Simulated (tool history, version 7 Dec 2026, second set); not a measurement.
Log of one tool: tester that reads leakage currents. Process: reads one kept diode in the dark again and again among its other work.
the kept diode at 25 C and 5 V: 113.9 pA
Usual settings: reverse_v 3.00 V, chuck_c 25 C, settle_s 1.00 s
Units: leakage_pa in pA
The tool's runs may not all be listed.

run     day  reverse_v  chuck_c  settle_s  leakage_pa
  1   0.000       3.00       25      1.00       92.54
  2   1.333       3.00       25      1.00       92.59
  3   2.575       3.00       25      1.00       93.08
  4   3.596       3.00       25      1.00       92.86
  5   4.767       2.72       25      1.00       88.81
  6   5.700       2.72       25      1.00       89.04
  7   6.267       3.00       25      1.00       92.62
  8   7.358       3.00       25      1.00       92.99
  9   7.942       3.00       25      1.00       93.05
 10   8.592       3.00       25      1.00       92.87
 11   9.192       3.00       25      1.00       92.92
 12  10.208       3.00       25      1.00       92.52
 13  11.579       3.00       25      1.00       92.48
 14  12.146       3.00       25      1.00       92.49
 15  13.204       3.00       25      1.00       92.89
 16  13.800       3.00       25      1.00       93.19
 17  15.017       3.00       25      1.00       93.09
 18  15.908      12.11       25      1.00      167.65
 19  16.875      12.11       25      1.00      167.41
 20  18.050       3.00       25      1.00       91.83
 21  19.329       3.00       25      1.00       92.57
 22  20.279       3.00       25      1.00       92.61
 23  21.479       3.00       25      1.00       92.75
 24  22.442       1.38       26      1.00       72.06
 25  23.762       6.44       26      0.99      138.06
 26  24.700       6.44       26      0.99      138.57
 27  25.492       3.07       49      0.49      520.38
 28  26.858       2.56       25      0.48       87.49
 29  27.425       2.94       25      5.19       91.07
 30  28.679       2.81       25      5.35       89.59
 31  29.688       3.00       51      3.99      585.98
 32  30.425      14.20       47      3.99      860.04
 33  31.258      14.20       47      3.99      860.87
 34  32.512      19.52       23      1.00      176.92
 35  33.662      19.52       23      1.00      177.93
 36  34.938       8.14       25      4.28      140.23
 37  36.188       4.20       33      1.00      193.73
 38  37.196       4.20       33      1.00      194.79
 39  38.533       3.00       56      8.39      810.56
 40  39.925       3.00       50      8.39      544.04

3 ways to go on from here, each from the tool as it stands after run 40. What would each give?
  A  40.712       7.17       24      1.87           ?
  B  40.712       1.29       22      0.85           ?
  C  40.712       3.00       58      8.39           ?

run  leakage_pa
  A      122.59
  B       51.73
  C      914.14
Without the tool's hidden state the same runs would have given:
run  leakage_pa
  A      122.72
  B       51.80
  C      915.27

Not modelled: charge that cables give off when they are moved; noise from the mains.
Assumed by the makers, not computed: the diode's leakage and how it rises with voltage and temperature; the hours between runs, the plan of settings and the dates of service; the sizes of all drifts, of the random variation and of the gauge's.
